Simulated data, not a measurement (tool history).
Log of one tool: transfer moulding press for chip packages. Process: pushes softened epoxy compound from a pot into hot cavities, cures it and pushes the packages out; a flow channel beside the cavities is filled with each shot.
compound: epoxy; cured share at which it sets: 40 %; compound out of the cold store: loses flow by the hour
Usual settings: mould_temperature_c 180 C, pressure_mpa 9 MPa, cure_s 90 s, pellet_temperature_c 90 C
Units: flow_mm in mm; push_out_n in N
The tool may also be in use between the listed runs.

run	hour	mould_temperature_c	pressure_mpa	cure_s	pellet_temperature_c	incoming compound's hours out of the cold store	flow_mm	push_out_n
1	0	180	9	90	90	15.5	531	530
2	24	180	9	90	90	42.3	500	691
# hour 46.3: cavities cleaned with cleaning compound and waxed
3	48	180	9	90	90	10.5	534	1092
4	68.2	180	9	90	90	38.6	499	1024
# hour 92.8: cavities cleaned with cleaning compound and waxed
5	105.9	180	9	90	90	40.1	494	605
# hour 116.6: mould's thermocouples calibrated
# hour 141.8: cavities cleaned with cleaning compound and waxed
6	145.7	180	9	90	90	23.8	509	493
# hour 165.6: cavities cleaned with cleaning compound and waxed, once more
# hour 172.6: plunger's sealing rings changed
7	185.5	180	9	90	90	30.4	508	652
# hour 214.9: cavities cleaned with cleaning compound and waxed
8	215	180	9	90	90	24.4	516	470
9	234.2	180	9	90	90	30.3	505	649
10	257.6	180	9	90	90	11.8	527	793

Run 11 comes next. What will it give?
# hour 261: cavities cleaned with cleaning compound and waxed
11	290.7	179	8.76	109	99	29.3	?	?

{"run 11": {"flow_mm": 502, "push_out_n": 518}}
Without the tool's hidden state the same run would have given flow_mm 511 mm, push_out_n 347 N.

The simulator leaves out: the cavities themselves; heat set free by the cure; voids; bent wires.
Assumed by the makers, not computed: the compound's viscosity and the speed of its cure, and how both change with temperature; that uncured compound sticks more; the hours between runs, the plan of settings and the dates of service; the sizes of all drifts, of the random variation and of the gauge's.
